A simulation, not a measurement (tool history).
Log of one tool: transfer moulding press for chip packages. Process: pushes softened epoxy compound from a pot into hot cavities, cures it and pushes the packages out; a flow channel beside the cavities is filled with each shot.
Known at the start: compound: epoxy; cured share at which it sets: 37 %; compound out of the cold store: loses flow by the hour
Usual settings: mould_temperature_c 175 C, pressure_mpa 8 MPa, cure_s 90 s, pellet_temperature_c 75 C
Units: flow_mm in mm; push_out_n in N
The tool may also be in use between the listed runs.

run    hour  mould_temperature_c  pressure_mpa  cure_s  pellet_temperature_c  incoming compound's hours out of the cold store  flow_mm  push_out_n
  1       0                  175             8      90                    75                                             22.7      780         260
       13.7  -- cavities cleaned with cleaning compound and waxed
  2    57.6                  175             8      90                    75                                             47.3      711         252
       74.4  -- cavities cleaned with cleaning compound and waxed
  3    86.7                  175             8      78                    75                                             35.7      737         302
      112.3  -- plunger's sealing rings changed
  4   134.1                  175             8      90                    77                                             35.8      748         250
      139.2  -- cavities cleaned with cleaning compound and waxed
  5   176.1                  175             8      90                    69                                             43.4      703         250
      203.1  -- cavities cleaned with cleaning compound and waxed
  6   230.1                  175             8      90                    75                                             24.6      777         265
        267  -- cavities cleaned with cleaning compound and waxed
  7   290.9                  175             8      90                    75                                              9.8      821         268
      329.5  -- cavities cleaned with cleaning compound and waxed
  8   338.4                  175          8.71      90                    75                                             30.3      792         256
  9   372.9                  175          8.71      90                    75                                             26.8      801         254
      393.4  -- cavities cleaned with cleaning compound and waxed
 10   400.4                  175          8.71      90                    75                                             47.1      744         250
 11   434.8                  175             8      90                    75                                             36.3      741         260
      454.1  -- cavities cleaned with cleaning compound and waxed
      469.5  -- plunger's sealing rings changed
 12   490.2                  170             8      90                    75                                             10.2      840         399
      518.5  -- cavities cleaned with cleaning compound and waxed
 13   518.5                  175             8      76                    75                                             20.5      788         362
      568.2  -- mould's thermocouples calibrated
 14   568.2                  180             8      90                    66                                             13.9      789         213
      582.7  -- cavities cleaned with cleaning compound and waxed
 15     632                  175             8      90                    85                                             33.6      754         258
      645.5  -- cavities cleaned with cleaning compound and waxed
 16     680                  170          6.09      93                    79                                             21.1      702         334
      707.4  -- cavities cleaned with cleaning compound and waxed
 17   708.4                  176          6.09     124                    79                                             30.9      656         198
 18   749.3                  169          6.96     110                    81                                             19.8      743         262
      770.6  -- cavities cleaned with cleaning compound and waxed
 19   781.9                  175          8.32      90                    78                                             44.1      733         244
 20   813.5                  175             8      71                    68                                             14.2      795         440
      827.2  -- plunger's sealing rings changed
      837.2  -- cavities cleaned with cleaning compound and waxed
 21   870.1                  182             8      83                    72                                             10.2      790         225
        901  -- cavities cleaned with cleaning compound and waxed
 22     913                  175          7.13      90                    75                                             14.4      776         256
      961.8  -- cavities cleaned with cleaning compound and waxed
 23   963.5                  175           9.6     106                    75                                             30.7      836         208
 24  1014.1                  169          8.33      85                    71                                             38.8      761         427
       1027  -- cavities cleaned with cleaning compound and waxed
 25  1072.2                  181             8      90                    72                                             35.1      730         216
     1088.3  -- cavities cleaned with cleaning compound and waxed
 26  1117.4                  175             8      90                    72                                             21.5      779         261

Forecast each of these 3 alternatives for the next run:
     1151.9  -- cavities cleaned with cleaning compound and waxed
  A  1153                  175           6.3      90                    75                                               45        ?           ?
     1151.9  -- cavities cleaned with cleaning compound and waxed
  B  1153                  175             8      84                    79                                             27.6        ?           ?
     1151.9  -- cavities cleaned with cleaning compound and waxed
  C  1153                  175          6.27      90                    75                                             33.5        ?           ?

run  flow_mm  push_out_n
  A      630         244
  B      760         282
  C      660         252
Without the tool's hidden state the same runs would have given:
run  flow_mm  push_out_n
  A      632         244
  B      762         282
  C      662         253
